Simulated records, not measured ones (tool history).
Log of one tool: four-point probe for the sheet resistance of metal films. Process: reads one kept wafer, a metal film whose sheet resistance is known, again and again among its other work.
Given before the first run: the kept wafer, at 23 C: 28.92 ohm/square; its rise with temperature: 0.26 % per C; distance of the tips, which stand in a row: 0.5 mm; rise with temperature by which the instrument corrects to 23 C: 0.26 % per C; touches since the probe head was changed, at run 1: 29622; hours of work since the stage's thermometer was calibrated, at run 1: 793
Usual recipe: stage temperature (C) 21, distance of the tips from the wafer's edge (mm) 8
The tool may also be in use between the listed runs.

run	hour	stage temperature (C)	distance of the tips from the wafer's edge (mm)	touches since the probe head was changed	hours of work since the stage's thermometer was calibrated	sheet resistance as the instrument gives it (ohm/square)
1	0	21	8	29622	793	28.890896
2	14.8	21	8	30142	800	28.888127
3	24.4	21	8	30480	804	28.895455
4	45.5	21	8	31220	815	28.883802
5	67.8	21	8	32005	825	28.884195
6	90.5	21	8	32801	836	28.882033
7	112.5	21	8	33575	847	28.892934
8	130.3	21	8	34200	855	28.882647
9	151	21	8	34926	865	28.889604
10	164.4	21	8	35397	872	28.882763
11	177.6	21	8	35862	878	28.875745
12	192.8	21	8	36397	885	28.885431
13	214.6	21	21	37163	896	28.827928
14	231.2	21	21	37745	904	28.828976
15	252.6	21	8	38498	914	28.875566
16	263.1	21	8	38866	919	28.871189
17	279.3	21	8	39435	927	28.876829
18	289	21	34	39775	931	28.82533
19	305.5	21	34	40356	939	28.816895
20	325.8	21	34	41069	949	28.812694
21	336.3	21	54	41439	954	28.815395
22	350.2	21	54	41929	961	28.808897
23	370.7	25	4	42649	971	29.052141
24	389.5	25	4	43309	980	29.058605
25	407	25	6	43925	988	28.911484
26	423.3	27	18	44498	996	28.832168
27	433.9	23	3	44867	1001	29.244455
28	455.7	23	3	45637	1012	29.233199
29	473.7	21	60	46269	1020	28.810428
30	491.2	21	60	46882	1029	28.794994
31	505.2	34	45	47373	1035	28.81485
32	526.1	35	31	48109	1045	28.797162
33	539.1	21	5	48565	1052	28.963823
34	558	28	33	49230	1061	28.813614
35	569.5	34	17	49634	1066	28.816588
36	588.8	18	9	50312	1075	28.849564
37	612	18	9	51128	1087	28.852393
38	625.5	19	8	51601	1093	28.863436
39	635.1	29	42	51938	1098	28.820488
40	648.1	26	23	52397	1104	28.818362
41	662.1	26	23	52887	1111	28.801779
42	681.7	26	11	53575	1120	28.83521
43	701.8	20	33	54284	1130	28.818837
44	718.6	21	11	54872	1138	28.845348

Below are 4 alternative next runs, each starting from the tool's condition after run 44. Predict each:
A	730.7	21	44	55297	1144	?
B	730.7	34	16	55297	1144	?
C	730.7	27	54	55297	1144	?
D	730.7	29	8	55297	1144	?

run	sheet resistance as the instrument gives it (ohm/square)
A	28.801947
B	28.814307
C	28.794877
D	28.864585
Without the tool's hidden state the same runs would have given:
run	sheet resistance as the instrument gives it (ohm/square)
A	28.92101
B	28.933056
C	28.913741
D	28.983666
